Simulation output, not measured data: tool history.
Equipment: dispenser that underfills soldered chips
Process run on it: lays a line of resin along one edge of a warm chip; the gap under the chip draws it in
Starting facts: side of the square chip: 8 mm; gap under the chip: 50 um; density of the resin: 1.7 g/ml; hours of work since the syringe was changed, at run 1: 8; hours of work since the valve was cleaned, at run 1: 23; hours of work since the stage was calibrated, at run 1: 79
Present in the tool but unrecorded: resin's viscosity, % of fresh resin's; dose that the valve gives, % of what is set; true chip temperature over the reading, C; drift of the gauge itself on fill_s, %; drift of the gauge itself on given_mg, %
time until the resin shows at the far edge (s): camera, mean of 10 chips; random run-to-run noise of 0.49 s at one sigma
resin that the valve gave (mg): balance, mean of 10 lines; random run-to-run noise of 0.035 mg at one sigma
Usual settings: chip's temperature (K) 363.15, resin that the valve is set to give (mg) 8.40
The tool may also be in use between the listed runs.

run,hour,chip's temperature (K),resin that the valve is set to give (mg),hours of work since the syringe was changed,hours of work since the valve was cleaned,hours of work since the stage was calibrated,time until the resin shows at the far edge (s),resin that the valve gave (mg)
1,0.0,363.15,8.40,8,23,79,51.8,8.29
# hour 3.7: new syringe of resin
2,5.2,363.15,8.40,1,26,82,41.2,8.30
3,7.8,363.15,8.40,3,28,84,42.5,8.36
4,12.9,363.15,8.40,6,31,87,46.9,8.35
5,17.1,373.15,8.40,9,34,90,37.7,8.28
# hour 19.3: new syringe of resin
6,21.0,366.15,8.40,1,37,92,36.4,8.27
7,25.9,367.15,10.15,4,40,96,38.4,10.02
8,29.9,356.15,7.78,7,42,98,63.2,7.66
# hour 35.0: new syringe of resin
9,35.5,356.15,7.78,0,46,102,52.0,7.71
10,38.5,356.15,7.78,2,48,104,55.1,7.63
11,41.0,378.15,8.91,4,50,106,26.7,8.70
12,43.6,374.15,8.32,6,51,107,32.4,8.07

Forecast each of these 5 alternatives for the next run:
A,48.1,353.15,10.73,9,54,110,?,?
B,48.1,363.15,9.43,9,54,110,?,?
C,48.1,358.15,10.86,9,54,110,?,?
D,48.1,377.15,8.32,9,54,110,?,?
E,48.1,372.15,9.08,9,54,110,?,?

run,time until the resin shows at the far edge (s),resin that the valve gave (mg)
A,73.0,10.54
B,51.3,9.15
C,61.1,10.60
D,32.6,8.22
E,37.8,8.92
Stripped of hidden state, with their random variation kept, the same runs would have yielded:
run,time until the resin shows at the far edge (s),resin that the valve gave (mg)
A,54.7,10.78
B,38.4,9.37
C,45.7,10.84
D,24.2,8.41
E,28.1,9.13
